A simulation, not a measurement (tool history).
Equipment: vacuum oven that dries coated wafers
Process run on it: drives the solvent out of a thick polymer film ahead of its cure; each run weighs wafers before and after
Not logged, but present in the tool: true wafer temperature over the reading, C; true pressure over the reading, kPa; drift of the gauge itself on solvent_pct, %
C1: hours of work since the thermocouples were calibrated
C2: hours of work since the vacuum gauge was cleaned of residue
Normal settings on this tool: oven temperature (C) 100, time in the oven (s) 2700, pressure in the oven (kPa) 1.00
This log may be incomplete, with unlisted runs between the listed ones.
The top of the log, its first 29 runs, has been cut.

run 30 hour=403.5 | oven_temperature_(C)=94 time_in_the_oven_(s)=1560 pressure_in_the_oven_(kPa)=0.53 | C1=171 C2=282 | solvent_left_in_the_film_(%)=8.01
run 31 hour=417.4 | oven_temperature_(C)=94 time_in_the_oven_(s)=1560 pressure_in_the_oven_(kPa)=0.53 | C1=177 C2=288 | solvent_left_in_the_film_(%)=8.07
run 32 hour=431.8 | oven_temperature_(C)=108 time_in_the_oven_(s)=1560 pressure_in_the_oven_(kPa)=0.53 | C1=183 C2=294 | solvent_left_in_the_film_(%)=4.77
run 33 hour=442.0 | oven_temperature_(C)=108 time_in_the_oven_(s)=2640 pressure_in_the_oven_(kPa)=0.78 | C1=187 C2=298 | solvent_left_in_the_film_(%)=2.15
run 34 hour=456.8 | oven_temperature_(C)=108 time_in_the_oven_(s)=2640 pressure_in_the_oven_(kPa)=0.78 | C1=194 C2=304 | solvent_left_in_the_film_(%)=2.26
run 35 hour=465.4 | oven_temperature_(C)=105 time_in_the_oven_(s)=2700 pressure_in_the_oven_(kPa)=3.31 | C1=197 C2=308 | solvent_left_in_the_film_(%)=3.64
run 36 hour=474.3 | oven_temperature_(C)=109 time_in_the_oven_(s)=2700 pressure_in_the_oven_(kPa)=0.56 | C1=201 C2=311 | solvent_left_in_the_film_(%)=1.91
run 37 hour=485.4 | oven_temperature_(C)=110 time_in_the_oven_(s)=2700 pressure_in_the_oven_(kPa)=0.78 | C1=206 C2=316 | solvent_left_in_the_film_(%)=1.80
run 38 hour=494.2 | oven_temperature_(C)=110 time_in_the_oven_(s)=2700 pressure_in_the_oven_(kPa)=0.78 | C1=209 C2=320 | solvent_left_in_the_film_(%)=1.81
run 39 hour=511.6 | oven_temperature_(C)=110 time_in_the_oven_(s)=2700 pressure_in_the_oven_(kPa)=0.78 | C1=217 C2=327 | solvent_left_in_the_film_(%)=1.81
run 40 hour=523.9 | oven_temperature_(C)=110 time_in_the_oven_(s)=2520 pressure_in_the_oven_(kPa)=1.33 | C1=222 C2=332 | solvent_left_in_the_film_(%)=2.24
run 41 hour=534.9 | oven_temperature_(C)=110 time_in_the_oven_(s)=2520 pressure_in_the_oven_(kPa)=1.33 | C1=226 C2=337 | solvent_left_in_the_film_(%)=2.29
run 42 hour=551.5 | oven_temperature_(C)=110 time_in_the_oven_(s)=2520 pressure_in_the_oven_(kPa)=1.33 | C1=233 C2=344 | solvent_left_in_the_film_(%)=2.21
run 43 hour=569.7 | oven_temperature_(C)=110 time_in_the_oven_(s)=2520 pressure_in_the_oven_(kPa)=1.33 | C1=241 C2=352 | solvent_left_in_the_film_(%)=2.20
run 44 hour=585.7 | oven_temperature_(C)=95 time_in_the_oven_(s)=3720 pressure_in_the_oven_(kPa)=2.60 | C1=248 C2=358 | solvent_left_in_the_film_(%)=4.06

Alternative continuations, all from the tool just after run 44; predict every row:
run A hour=604.3 | oven_temperature_(C)=96 time_in_the_oven_(s)=1620 pressure_in_the_oven_(kPa)=1.00 | C1=256 C2=366 | solvent_left_in_the_film_(%)=?
run B hour=604.3 | oven_temperature_(C)=100 time_in_the_oven_(s)=2700 pressure_in_the_oven_(kPa)=1.98 | C1=256 C2=366 | solvent_left_in_the_film_(%)=?
run C hour=604.3 | oven_temperature_(C)=100 time_in_the_oven_(s)=4080 pressure_in_the_oven_(kPa)=0.78 | C1=256 C2=366 | solvent_left_in_the_film_(%)=?
run D hour=604.3 | oven_temperature_(C)=95 time_in_the_oven_(s)=3720 pressure_in_the_oven_(kPa)=1.11 | C1=256 C2=366 | solvent_left_in_the_film_(%)=?
run E hour=604.3 | oven_temperature_(C)=103 time_in_the_oven_(s)=4500 pressure_in_the_oven_(kPa)=3.57 | C1=256 C2=366 | solvent_left_in_the_film_(%)=?

run=A solvent_left_in_the_film_(%)=7.63
run=B solvent_left_in_the_film_(%)=4.13
run=C solvent_left_in_the_film_(%)=1.82
run=D solvent_left_in_the_film_(%)=3.19
run=E solvent_left_in_the_film_(%)=2.51
Had the tool no hidden state, the same runs would have come out as:
run=A solvent_left_in_the_film_(%)=7.60
run=B solvent_left_in_the_film_(%)=4.09
run=C solvent_left_in_the_film_(%)=1.76
run=D solvent_left_in_the_film_(%)=3.14
run=E solvent_left_in_the_film_(%)=2.46
